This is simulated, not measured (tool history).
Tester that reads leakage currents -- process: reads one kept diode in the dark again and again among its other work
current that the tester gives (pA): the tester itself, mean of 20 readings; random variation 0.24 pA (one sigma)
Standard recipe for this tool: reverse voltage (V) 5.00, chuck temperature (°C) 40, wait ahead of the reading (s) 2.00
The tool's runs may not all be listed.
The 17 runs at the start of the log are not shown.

| run | hour | reverse voltage (V) | chuck temperature (°C) | wait ahead of the reading (s) | current that the tester gives (pA) |
|---|---|---|---|---|---|
| 18 | 1569.5 | 5.00 | 40 | 2.00 | 79.83 |
| 19 | 1695.6 | 5.00 | 40 | 2.00 | 80.00 |
|  | 1753.1 | chuck's temperature calibrated |
| 20 | 1823.1 | 14.43 | 40 | 2.00 | 124.52 |
| 21 | 1946.5 | 14.43 | 40 | 2.00 | 125.29 |
| 22 | 2027.0 | 14.43 | 40 | 2.00 | 125.54 |
| 23 | 2125.2 | 4.92 | 21 | 1.14 | 18.41 |
| 24 | 2234.3 | 18.03 | 24 | 1.22 | 43.01 |
| 25 | 2331.9 | 1.77 | 40 | 2.34 | 51.11 |
| 26 | 2391.0 | 1.49 | 42 | 0.68 | 55.74 |
| 27 | 2509.3 | 1.49 | 42 | 0.68 | 55.86 |
| 28 | 2590.0 | 1.49 | 42 | 0.68 | 56.11 |
| 29 | 2645.1 | 1.49 | 42 | 0.68 | 56.21 |
|  | 2690.2 | chuck's temperature calibrated |
| 30 | 2743.8 | 1.07 | 40 | 2.00 | 41.79 |
| 31 | 2844.0 | 7.98 | 28 | 0.39 | 44.43 |
| 32 | 2936.2 | 4.79 | 33 | 4.63 | 45.21 |
| 33 | 3044.4 | 2.11 | 40 | 0.41 | 56.76 |
| 34 | 3098.9 | 1.40 | 40 | 0.44 | 47.40 |
| 35 | 3216.7 | 5.00 | 40 | 3.85 | 78.79 |
| 36 | 3310.3 | 5.00 | 22 | 1.57 | 19.66 |
| 37 | 3402.5 | 1.80 | 44 | 4.63 | 69.37 |
| 38 | 3530.1 | 10.82 | 25 | 2.00 | 34.87 |
| 39 | 3607.7 | 9.10 | 25 | 0.41 | 38.73 |

What if the next run were any one of these 4? Each begins from the tool's condition after run 39:
|  | 3625.5 | chuck's temperature calibrated |
| A | 3684.5 | 1.35 | 20 | 0.87 | ? |
|  | 3625.5 | chuck's temperature calibrated |
| B | 3684.5 | 5.00 | 36 | 2.00 | ? |
|  | 3625.5 | chuck's temperature calibrated |
| C | 3684.5 | 8.99 | 25 | 0.41 | ? |
|  | 3625.5 | chuck's temperature calibrated |
| D | 3684.5 | 1.90 | 25 | 3.90 | ? |

| run | current that the tester gives (pA) |
|---|---|
| A | 9.57 |
| B | 58.75 |
| C | 38.43 |
| D | 15.97 |
With the hidden condition removed and each run's random variation left untouched, the same runs would have given:
| run | current that the tester gives (pA) |
|---|---|
| A | 9.56 |
| B | 58.72 |
| C | 38.36 |
| D | 15.95 |
